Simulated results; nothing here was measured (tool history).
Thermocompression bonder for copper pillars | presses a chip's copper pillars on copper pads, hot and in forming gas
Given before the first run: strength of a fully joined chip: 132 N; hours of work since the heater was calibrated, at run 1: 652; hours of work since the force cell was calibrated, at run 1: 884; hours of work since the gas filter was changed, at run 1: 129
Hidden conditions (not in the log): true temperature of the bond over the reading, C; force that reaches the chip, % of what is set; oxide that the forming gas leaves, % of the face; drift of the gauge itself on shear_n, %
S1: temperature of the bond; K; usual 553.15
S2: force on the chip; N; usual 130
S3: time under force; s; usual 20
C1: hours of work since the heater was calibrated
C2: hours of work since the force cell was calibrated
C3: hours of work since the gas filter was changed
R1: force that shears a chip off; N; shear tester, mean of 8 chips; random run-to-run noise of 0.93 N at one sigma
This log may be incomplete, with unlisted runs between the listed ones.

Run 1, hour 0.0: usual settings; C1 652; C2 884; C3 129. Result: R1 71.3 N.
Run 2, hour 49.1: usual settings but S1 578.15 K; C1 688; C2 920; C3 165. Result: R1 84.5 N.
Run 3, hour 95.3: usual settings but S1 578.15 K; C1 721; C2 954; C3 199. Result: R1 82.4 N.
Run 4, hour 191.8: usual settings but S1 578.15 K; C1 792; C2 1024; C3 269. Result: R1 82.4 N.
Run 5, hour 237.7: usual settings but S1 578.15 K; C1 825; C2 1058; C3 303. Result: R1 82.6 N.
Run 6, hour 280.0: usual settings but S1 578.15 K; C1 856; C2 1089; C3 334. Result: R1 81.8 N.
Run 7, hour 377.2: usual settings but S1 578.15 K; C1 927; C2 1160; C3 405. Result: R1 78.7 N.
At hour 396.8: forming gas filter changed.
At hour 465.2: heater calibrated with a thermocouple chip.
Run 8, hour 469.4: usual settings but S1 578.15 K; C1 3; C2 1225; C3 52. Result: R1 91.2 N.
Run 9, hour 534.0: usual settings but S1 578.15 K; C1 50; C2 1272; C3 99. Result: R1 90.2 N.
Run 10, hour 614.8: usual settings but S1 577.15 K; C1 109; C2 1331; C3 158. Result: R1 86.1 N.
Run 11, hour 676.2: usual settings but S1 577.15 K; C1 154; C2 1376; C3 203. Result: R1 86.8 N.
Run 12, hour 766.7: usual settings but S1 577.15 K; C1 220; C2 1442; C3 269. Result: R1 84.6 N.
Run 13, hour 819.6: usual settings but S1 577.15 K; C1 259; C2 1481; C3 307. Result: R1 83.9 N.
At hour 829.1: force cell calibrated.
Run 14, hour 902.0: usual settings but S1 575.15 K, S3 10 s; C1 318; C2 53; C3 366. Result: R1 65.8 N.
At hour 978.3: forming gas filter changed.
Run 15, hour 978.3: usual settings but S1 541.15 K, S2 156 N, S3 16 s; C1 373; C2 109; C3 0. Result: R1 67.7 N.
At hour 1034.5: force cell calibrated, once more.
Run 16, hour 1037.6: usual settings but S2 152 N, S3 16 s; C1 415; C2 2; C3 42. Result: R1 76.0 N.
Run 17, hour 1098.4: usual settings but S1 575.15 K, S2 181 N, S3 36 s; C1 460; C2 47; C3 87. Result: R1 112.5 N.
Run 18, hour 1170.5: usual settings but S1 564.15 K, S2 87 N; C1 512; C2 99; C3 139. Result: R1 64.0 N.
Run 19, hour 1237.2: usual settings but S1 564.15 K, S2 180 N, S3 12 s; C1 561; C2 148; C3 188. Result: R1 80.8 N.
Run 20, hour 1330.0: usual settings but S1 564.15 K, S2 180 N, S3 12 s; C1 629; C2 216; C3 256. Result: R1 77.1 N.
Run 21, hour 1402.1: usual settings but S1 560.15 K, S2 173 N, S3 35 s; C1 681; C2 268; C3 308. Result: R1 97.5 N.
Run 22, hour 1471.6: usual settings but S1 560.15 K, S2 173 N, S3 35 s; C1 732; C2 319; C3 359. Result: R1 93.4 N.
Run 23, hour 1546.2: usual settings but S1 562.15 K, S2 100 N, S3 30 s; C1 787; C2 374; C3 414. Result: R1 69.9 N.
At hour 1554.1: forming gas filter changed.
Run 24, hour 1636.1: usual settings but S1 562.15 K, S2 100 N, S3 30 s; C1 852; C2 439; C3 60. Result: R1 74.3 N.
Run 25, hour 1713.7: usual settings but S3 24 s; C1 909; C2 496; C3 117. Result: R1 72.5 N.

Consider 4 possible next runs. They are alternatives, not a sequence: every one starts from the tool as it was left by run 25. What does each give?
Run A, hour 1794.1: usual settings but S2 174 N, S3 33 s; C1 967; C2 554; C3 175. Result: R1 ?.
Run B, hour 1794.1: usual settings but S1 533.15 K, S3 28 s; C1 967; C2 554; C3 175. Result: R1 ?.
Run C, hour 1794.1: usual settings but S1 556.15 K, S2 115 N, S3 54 s; C1 967; C2 554; C3 175. Result: R1 ?.
Run D, hour 1794.1: usual settings but S1 573.15 K; C1 967; C2 554; C3 175. Result: R1 ?.

run    R1
  A  91.6
  B  62.3
  C  89.3
  D  79.3
What these runs would have given with no unlogged condition in the tool:
run     R1
  A  103.8
  B   74.1
  C  101.6
  D   90.9
